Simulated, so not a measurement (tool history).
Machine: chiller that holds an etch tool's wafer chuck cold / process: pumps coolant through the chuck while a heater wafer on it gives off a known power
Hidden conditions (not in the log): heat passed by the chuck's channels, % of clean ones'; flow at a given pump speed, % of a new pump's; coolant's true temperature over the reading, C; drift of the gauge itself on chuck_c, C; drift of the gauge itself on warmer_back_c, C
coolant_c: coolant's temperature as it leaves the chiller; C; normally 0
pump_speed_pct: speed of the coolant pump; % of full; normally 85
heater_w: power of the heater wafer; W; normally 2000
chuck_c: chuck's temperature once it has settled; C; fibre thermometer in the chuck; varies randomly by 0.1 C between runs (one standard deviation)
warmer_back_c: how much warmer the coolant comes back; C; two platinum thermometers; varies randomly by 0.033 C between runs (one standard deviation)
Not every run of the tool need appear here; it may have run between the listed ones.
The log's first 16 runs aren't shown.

run   hour  coolant_c  pump_speed_pct  heater_w  hours since the coolant was changed and the channels were flushed  hours since the pump was overhauled  hours since the chiller's thermometer was calibrated  chuck_c  warmer_back_c
 17  314.3        -10              85      2000                                                                543                                 1401                                                  2919      5.2           4.42
 18  333.5        -10              85      2000                                                                562                                 1420                                                  2938      5.3           4.36
 19  364.1        -10              85      2000                                                                593                                 1451                                                  2969      5.2           4.40
 20  391.5          0              71      2062                                                                620                                 1478                                                  2997     18.8           5.59
 21  411.9          0              71      2062                                                                640                                 1498                                                  3017     18.9           5.59
 22  429.8          6              96      1485                                                                658                                 1516                                                  3035     15.7           2.85
 23  446.9         -6              68      1933                                                                675                                 1533                                                  3052     12.5           5.58
 24  469.3          9              94      1165                                                                698                                 1556                                                  3074     16.8           2.28
 25  498.4         -8              85      2000                                                                727                                 1585                                                  3103      7.2           4.46
 26  518.0         -8              85      2000                                                                746                                 1604                                                  3123      7.0           4.44
 27  536.9          7              85      2000                                                                765                                 1623                                                  3142     22.3           4.40
 28  553.2          3              85      2865                                                                782                                 1640                                                  3158     25.0           6.37
 29  570.2          3              85      2865                                                                799                                 1657                                                  3175     25.1           6.39
 30  597.0          4              85      2865                                                                825                                 1683                                                  3202     26.1           6.35
 31  627.9          1              80      2000                                                                856                                 1714                                                  3233     17.3           4.82
 32  648.3          9              77      2000                                                                877                                 1735                                                  3253     26.0           4.98

Here are 4 independent what-if runs from the current tool condition. What would each one return?
  A  666.1         -9              68      2489                                                                895                                 1753                                                  3271        ?              ?
  B  666.1          9              77      2480                                                                895                                 1753                                                  3271        ?              ?
  C  666.1         -6              77      2000                                                                895                                 1753                                                  3271        ?              ?
  D  666.1         -5              85      2752                                                                895                                 1753                                                  3271        ?              ?

run  chuck_c  warmer_back_c
  A     15.1           7.14
  B     30.1           6.19
  C     10.9           4.97
  D     16.1           6.08
With the hidden condition removed and each run's random variation left untouched, the same runs would have given:
run  chuck_c  warmer_back_c
  A     14.3           6.88
  B     29.4           5.96
  C     10.4           4.79
  D     15.4           5.86
